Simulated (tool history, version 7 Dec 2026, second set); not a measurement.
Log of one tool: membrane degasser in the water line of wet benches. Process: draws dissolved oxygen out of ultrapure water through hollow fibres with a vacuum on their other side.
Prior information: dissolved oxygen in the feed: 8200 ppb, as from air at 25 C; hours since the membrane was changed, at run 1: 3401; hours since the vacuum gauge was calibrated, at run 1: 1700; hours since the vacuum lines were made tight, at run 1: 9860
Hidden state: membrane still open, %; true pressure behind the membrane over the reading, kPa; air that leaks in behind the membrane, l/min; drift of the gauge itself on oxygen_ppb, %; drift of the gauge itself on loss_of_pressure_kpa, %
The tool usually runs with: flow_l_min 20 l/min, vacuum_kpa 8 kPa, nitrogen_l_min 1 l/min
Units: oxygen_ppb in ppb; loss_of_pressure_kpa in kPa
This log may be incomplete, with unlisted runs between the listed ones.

run,day,flow_l_min,vacuum_kpa,nitrogen_l_min,hours since the membrane was changed,hours since the vacuum gauge was calibrated,hours since the vacuum lines were made tight,oxygen_ppb,loss_of_pressure_kpa
1,0,20,8,1,3401,1700,9860,494,29
2,3.654,20,8,1,3489,1788,9947,493.7,29.11
3,7.017,20,8,1,3570,1869,10028,494.1,29.13
4,9.425,21,8,1,3627,1927,10086,526.6,30.7
5,10.912,20,8,1.28,3663,1962,10122,458.1,29.11
6,13.088,20,8,1,3715,2015,10174,486.6,29.26
7,16.462,20,8,0.71,3796,2096,10255,560.1,29.27
8,19.658,20,8,0.71,3873,2172,10332,563.9,29.21
9,22.162,18,8,0.71,3933,2232,10392,504.4,26.2
10,24.562,19,8,1,3991,2290,10449,466.2,27.38
11,28.079,19,8,1,4075,2374,10534,466.5,27.99
12,30.867,20,8,1,4142,2441,10600,495.6,29.37
13,34.05,20,8,0.77,4218,2518,10677,540.6,29.19
# day 34.292: vacuum gauge calibrated
14,37.275,20,8,1.41,4295,72,10754,450.1,29.24
15,39.604,20,5.7,1.41,4351,128,10810,374.5,29.07
16,42.533,20,5.7,1.41,4421,198,10880,382.6,29.39
17,44.442,20,5.7,1.41,4467,244,10926,376.7,29.15
18,47.358,18,5.27,2.46,4537,314,10996,294,26.14
19,49.658,20,8,1.29,4592,369,11051,463.7,29.49
# day 50.658: vacuum gauge calibrated, once more
20,52.512,20,8,1.29,4660,44,11119,469.3,29.35
21,55.538,32,18.54,0.72,4733,117,11192,1594.6,47.21
22,57.725,17,4.9,0.72,4786,170,11244,326,24.84
23,61.021,17,4.9,0.72,4865,249,11323,323.2,25.1
24,63.638,18,8,0.52,4927,311,11386,574.1,26.75
25,65.554,17,5.37,1,4974,357,11432,318.6,24.92
26,68.3,17,5.37,1,5039,423,11498,324.2,24.95
27,69.946,17,5.37,1,5079,463,11537,318.5,25.1
28,72.092,21,5.37,0.6,5130,514,11589,470.9,31.05
29,74.346,21,8.18,0.9,5184,568,11643,558.5,30.88
30,77.821,20,16.84,1,5268,652,11726,855.9,29.52
31,80.712,12,6.95,1,5337,721,11796,246.9,17.8

How would selected steps in oxygen_ppb from run to run divide? Give the signed amount a tool lacking its hidden state would still show from settings, what came in and random variation, and the signed amount left for the hidden state, including any gauge scatter that is not in both of the compared results.
Run 18 -> 19: flow_l_min 18 -> 20, vacuum_kpa 5.27 -> 8, nitrogen_l_min 2.46 -> 1.29. oxygen_ppb +169.7 ppb: hidden state +4.7, all else +165.
Run 20 -> 21: flow_l_min 20 -> 32, vacuum_kpa 8 -> 18.54, nitrogen_l_min 1.29 -> 0.72. oxygen_ppb +1125.3 ppb: hidden state +3.1, all else +1122.2.
Run 21 -> 22: flow_l_min 32 -> 17, vacuum_kpa 18.54 -> 4.9. oxygen_ppb -1268.6 ppb: hidden state -8.9, all else -1259.7.
Run 30 -> 31: flow_l_min 20 -> 12, vacuum_kpa 16.84 -> 6.95. oxygen_ppb -609 ppb: hidden state -15.3, all else -593.7.
